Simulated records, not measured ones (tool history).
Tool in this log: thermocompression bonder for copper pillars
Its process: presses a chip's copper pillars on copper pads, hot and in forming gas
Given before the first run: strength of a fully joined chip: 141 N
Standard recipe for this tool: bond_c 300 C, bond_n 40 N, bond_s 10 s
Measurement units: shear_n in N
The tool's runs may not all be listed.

run 1 hour=0.0 | bond_c=300 bond_n=40 bond_s=10 | shear_n=56.4
run 2 hour=41.9 | bond_c=300 bond_n=40 bond_s=10 | shear_n=55.1
run 3 hour=84.9 | bond_c=300 bond_n=37 bond_s=10 | shear_n=53.7
-- hour=102.0 forming gas filter changed
run 4 hour=160.4 | bond_c=300 bond_n=37 bond_s=10 | shear_n=55.9
run 5 hour=243.7 | bond_c=300 bond_n=40 bond_s=19 | shear_n=71.9
run 6 hour=304.9 | bond_c=300 bond_n=40 bond_s=19 | shear_n=71.7
run 7 hour=350.7 | bond_c=300 bond_n=40 bond_s=10 | shear_n=57.2
run 8 hour=409.2 | bond_c=296 bond_n=29 bond_s=19 | shear_n=59.8

What will run 9 give?
run 9 hour=466.7 | bond_c=300 bond_n=57 bond_s=10 | shear_n=?

{"run 9": {"shear_n": 67.2}}
On a tool with no hidden condition, and with the same random variation, this run would have come out at shear_n 67.9 N.

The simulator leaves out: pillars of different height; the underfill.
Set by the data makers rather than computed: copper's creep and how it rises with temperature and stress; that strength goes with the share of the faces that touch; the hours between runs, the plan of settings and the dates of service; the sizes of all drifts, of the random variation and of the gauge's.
